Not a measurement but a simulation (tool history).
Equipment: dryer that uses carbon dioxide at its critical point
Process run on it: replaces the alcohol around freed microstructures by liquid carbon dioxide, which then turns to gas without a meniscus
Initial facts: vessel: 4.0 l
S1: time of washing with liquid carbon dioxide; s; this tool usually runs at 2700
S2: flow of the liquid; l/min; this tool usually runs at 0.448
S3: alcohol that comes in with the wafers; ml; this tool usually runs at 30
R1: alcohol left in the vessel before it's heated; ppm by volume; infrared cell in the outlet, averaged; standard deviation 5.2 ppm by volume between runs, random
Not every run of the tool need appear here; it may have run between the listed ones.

{"run": 1, "day": 0.0, "S1": 2700, "S2": 0.448, "S3": 30, "R1": 198}
{"run": 2, "day": 0.642, "S1": 2700, "S2": 0.448, "S3": 30, "R1": 218}
{"run": 3, "day": 1.346, "S1": 2700, "S2": 0.448, "S3": 30, "R1": 228}
{"day": 1.858, "done": "inlet filter changed"}
{"run": 4, "day": 2.104, "S1": 2700, "S2": 0.448, "S3": 30, "R1": 126}
{"run": 5, "day": 2.858, "S1": 2700, "S2": 0.448, "S3": 30, "R1": 126}
{"run": 6, "day": 3.379, "S1": 2700, "S2": 0.448, "S3": 30, "R1": 142}
{"run": 7, "day": 4.533, "S1": 2700, "S2": 0.448, "S3": 30, "R1": 145}
{"run": 8, "day": 5.421, "S1": 2700, "S2": 0.448, "S3": 30, "R1": 149}
{"run": 9, "day": 5.888, "S1": 2700, "S2": 0.448, "S3": 30, "R1": 151}
{"run": 10, "day": 6.492, "S1": 2940, "S2": 0.486, "S3": 30, "R1": 92}
{"run": 11, "day": 7.479, "S1": 1680, "S2": 0.656, "S3": 40, "R1": 269}
{"run": 12, "day": 8.371, "S1": 1680, "S2": 0.656, "S3": 40, "R1": 273}
{"run": 13, "day": 8.929, "S1": 1980, "S2": 0.448, "S3": 77, "R1": 909}
{"run": 14, "day": 9.938, "S1": 2040, "S2": 0.392, "S3": 23, "R1": 411}
{"run": 15, "day": 10.629, "S1": 1740, "S2": 0.448, "S3": 30, "R1": 547}
{"run": 16, "day": 11.717, "S1": 1740, "S2": 0.448, "S3": 30, "R1": 577}
{"run": 17, "day": 12.325, "S1": 3000, "S2": 0.446, "S3": 23, "R1": 116}

What if the next run were any one of these 5? Each begins from the tool's condition after run 17:
{"run": "A", "day": 12.917, "S1": 3960, "S2": 0.273, "S3": 56, "R1": "?"}
{"run": "B", "day": 12.917, "S1": 3000, "S2": 0.623, "S3": 23, "R1": "?"}
{"run": "C", "day": 12.917, "S1": 2760, "S2": 0.675, "S3": 65, "R1": "?"}
{"run": "D", "day": 12.917, "S1": 2040, "S2": 0.446, "S3": 23, "R1": "?"}
{"run": "E", "day": 12.917, "S1": 3000, "S2": 0.479, "S3": 23, "R1": "?"}

run=A R1=362
run=B R1=59
run=C R1=89
run=D R1=309
run=E R1=87
With no hidden state in the tool, these same runs would have given:
run=A R1=235
run=B R1=4
run=C R1=26
run=D R1=206
run=E R1=23
